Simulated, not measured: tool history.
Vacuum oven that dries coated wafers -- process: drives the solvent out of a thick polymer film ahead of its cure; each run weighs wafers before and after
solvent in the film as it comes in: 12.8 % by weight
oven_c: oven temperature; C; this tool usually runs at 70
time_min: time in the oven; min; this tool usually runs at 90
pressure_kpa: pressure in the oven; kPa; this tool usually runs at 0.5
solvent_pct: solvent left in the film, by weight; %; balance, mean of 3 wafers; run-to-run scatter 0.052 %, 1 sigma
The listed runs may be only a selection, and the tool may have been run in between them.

run   hour  oven_c  time_min  pressure_kpa  solvent_pct
  1      0      70        90           0.5         1.44
  2    7.6      70        90           0.5          1.2
  3   12.8      70        90           0.5          1.3
  4   22.5      70        90           0.5         1.29
  5   34.6      70        90           0.5         1.26
  6   46.8      70        90           0.5         1.27
  7   58.8      70        90           0.5         1.36
  8   70.8      70        90           0.5         1.28
  9   77.8      70        90           0.5         1.18
 10   89.7      70        78           0.5         1.62
 11   99.5      70        90           0.5         1.27
 12  111.9      70        90         0.894         1.67
 13  120.8      68       153           0.5         0.84
 14  132.8      68       153           0.5          0.8
 15  138.1      76        52         0.834         1.64
 16  145.9      85        57         0.698          0.4
 17  158.6      85       155         0.698         0.43
 18  168.7      60        76         1.931         6.24
 19  179.3      69        76         1.931         3.28
 20    191      56        76         1.097         6.37
 21  197.6      74        90           0.5          0.7
 22  208.8      66        78         0.655         2.77

What will run 23 give?
 23  218.1      67        70         0.655            ?

solvent_pct: 2.99 %
Were there no unlogged condition in the tool, this run, its random variation unchanged, would have produced solvent_pct 2.86 %.

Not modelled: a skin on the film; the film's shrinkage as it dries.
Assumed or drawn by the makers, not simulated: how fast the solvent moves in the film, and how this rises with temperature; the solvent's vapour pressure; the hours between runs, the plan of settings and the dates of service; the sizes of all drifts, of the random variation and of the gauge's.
